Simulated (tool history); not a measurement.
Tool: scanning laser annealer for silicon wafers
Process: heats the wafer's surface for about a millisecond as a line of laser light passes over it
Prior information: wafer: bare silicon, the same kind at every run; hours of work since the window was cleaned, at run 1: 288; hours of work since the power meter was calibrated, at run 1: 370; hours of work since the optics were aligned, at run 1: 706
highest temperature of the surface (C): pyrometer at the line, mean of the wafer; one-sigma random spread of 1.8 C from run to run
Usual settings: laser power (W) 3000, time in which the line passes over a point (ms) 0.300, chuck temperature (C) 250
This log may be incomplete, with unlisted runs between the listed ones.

run	hour	laser power (W)	time in which the line passes over a point (ms)	chuck temperature (C)	hours of work since the window was cleaned	hours of work since the power meter was calibrated	hours of work since the optics were aligned	highest temperature of the surface (C)
1	0.0	3000	0.300	250	288	370	706	994
2	44.5	3000	0.363	250	315	397	734	1074
3	85.5	3000	0.300	213	341	423	759	963
4	113.4	3000	0.300	250	358	440	777	993
5	154.7	3000	0.300	250	384	466	802	995
6	187.5	3000	0.300	250	404	486	823	990
7	225.8	3000	0.258	250	428	510	846	931
8	274.6	3000	0.258	250	458	540	877	930
9	303.7	3000	0.258	250	476	558	895	928
10	335.1	3000	0.300	241	496	578	914	980
11	365.7	2658	0.300	250	515	597	933	895
12	389.4	3000	0.300	250	530	612	948	985
13	415.8	3000	0.260	250	546	628	964	931
14	460.8	3000	0.260	250	574	656	992	933
# hour 468.2: optics aligned, line set to its width
15	487.6	3000	0.364	237	588	670	12	1057
16	521.8	3000	0.364	237	609	691	33	1057
17	563.2	3000	0.364	237	635	716	59	1050
18	584.5	3000	0.217	250	648	730	72	864
19	620.6	3000	0.305	250	670	752	95	986
20	664.2	3000	0.305	250	697	779	122	987
21	693.6	2903	0.300	259	716	798	140	963
22	739.6	3214	0.224	248	744	826	169	921
# hour 769.6: optics aligned, line set to its width, once more
23	770.4	3214	0.224	248	760	842	1	925
24	813.5	3275	0.351	250	787	869	27	1133
25	842.7	2899	0.276	218	805	887	45	893
26	877.8	2899	0.276	218	827	909	67	894
27	912.7	2760	0.295	232	849	931	89	892

Each row is a separate what-if for the run after 27, all from the same tool condition, not one after another. Results?
# hour 925.4: window over the wafer cleaned
A	944.0	3000	0.235	250	12	949	107	?
# hour 925.4: window over the wafer cleaned
B	944.0	2760	0.295	283	12	949	107	?
# hour 925.4: window over the wafer cleaned
C	944.0	2760	0.292	232	12	949	107	?
# hour 925.4: window over the wafer cleaned
D	944.0	2855	0.300	250	12	949	107	?

run	highest temperature of the surface (C)
A	905
B	960
C	905
D	959
The same runs, with their run-to-run variation unchanged, on a tool lacking any hidden condition would have given:
run	highest temperature of the surface (C)
A	912
B	968
C	912
D	967
